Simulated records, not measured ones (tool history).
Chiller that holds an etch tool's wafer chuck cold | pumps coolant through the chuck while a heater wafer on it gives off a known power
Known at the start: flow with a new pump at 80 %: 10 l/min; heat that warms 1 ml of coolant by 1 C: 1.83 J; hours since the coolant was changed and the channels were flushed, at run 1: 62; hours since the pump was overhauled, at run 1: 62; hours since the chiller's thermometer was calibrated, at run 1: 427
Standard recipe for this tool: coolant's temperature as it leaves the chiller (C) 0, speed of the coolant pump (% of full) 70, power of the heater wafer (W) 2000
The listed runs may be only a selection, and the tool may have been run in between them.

run,hour,coolant's temperature as it leaves the chiller (C),speed of the coolant pump (% of full),power of the heater wafer (W),hours since the coolant was changed and the channels were flushed,hours since the pump was overhauled,hours since the chiller's thermometer was calibrated,chuck's temperature once it has settled (C),how much warmer the coolant comes back (C)
1,0.0,0,70,2000,62,62,427,16.4,7.57
2,81.1,0,70,2000,143,143,508,16.2,7.71
3,187.8,0,70,2000,249,249,615,16.4,7.75
4,299.4,0,70,2000,361,361,726,16.4,7.78
5,354.6,0,70,2000,416,416,782,16.8,7.73
6,429.4,0,70,2000,491,491,856,16.7,7.79
7,542.9,0,66,2000,605,605,970,17.3,8.38
8,636.7,0,70,2000,698,698,1064,16.7,7.75
9,733.3,0,70,2000,795,795,1160,16.9,7.84
10,863.2,0,70,2000,925,925,1290,17.1,7.84
11,940.0,0,70,2000,1002,1002,1367,17.1,7.88
12,1011.6,0,70,2000,1073,1073,1439,17.2,7.88
13,1098.8,0,70,2000,1160,1160,1526,17.3,7.91
14,1163.2,-1,70,2000,1225,1225,1590,16.3,7.88
15,1282.2,-1,70,2000,1344,1344,1709,16.5,7.96
16,1391.2,-1,70,2000,1453,1453,1818,16.4,7.94
17,1493.0,0,80,1700,1555,1555,1920,13.2,5.83
18,1611.2,0,80,1700,1673,1673,2038,13.4,5.94
19,1725.4,0,80,1700,1787,1787,2152,13.5,5.92
20,1793.3,0,80,1543,1855,1855,2220,12.3,5.30
21,1906.1,0,80,1543,1968,1968,2333,12.2,5.47
22,2013.6,0,60,1488,2075,2075,2441,15.2,7.13
23,2117.3,-9,70,2000,2179,2179,2544,9.2,8.19
24,2172.7,-5,70,2222,2234,2234,2600,15.3,9.08
25,2250.8,-6,69,2458,2312,2312,2678,16.9,10.17
26,2363.9,-2,90,1834,2425,2425,2791,11.6,5.73
27,2424.1,-7,61,2542,2486,2486,2851,19.5,12.10
28,2508.8,0,81,2000,2570,2570,2936,16.4,7.06
29,2621.8,1,95,2947,2683,2683,3049,22.7,8.76
30,2755.9,1,95,2947,2817,2817,3183,22.9,8.86
31,2828.8,1,95,2947,2890,2890,3256,23.0,8.82

3 options for the next run, each taken on its own from the tool as it stands now. Forecast them:
A,2908.8,0,61,1968,2970,2970,3336,?,?
B,2908.8,-4,83,2000,2970,2970,3336,?,?
C,2908.8,0,70,2428,2970,2970,3336,?,?

run,chuck's temperature once it has settled (C),how much warmer the coolant comes back (C)
A,21.2,9.54
B,12.6,6.96
C,23.3,10.09
Had the tool no hidden state, the same runs would have come out as:
run,chuck's temperature once it has settled (C),how much warmer the coolant comes back (C)
A,18.0,8.68
B,10.1,6.32
C,19.7,9.18
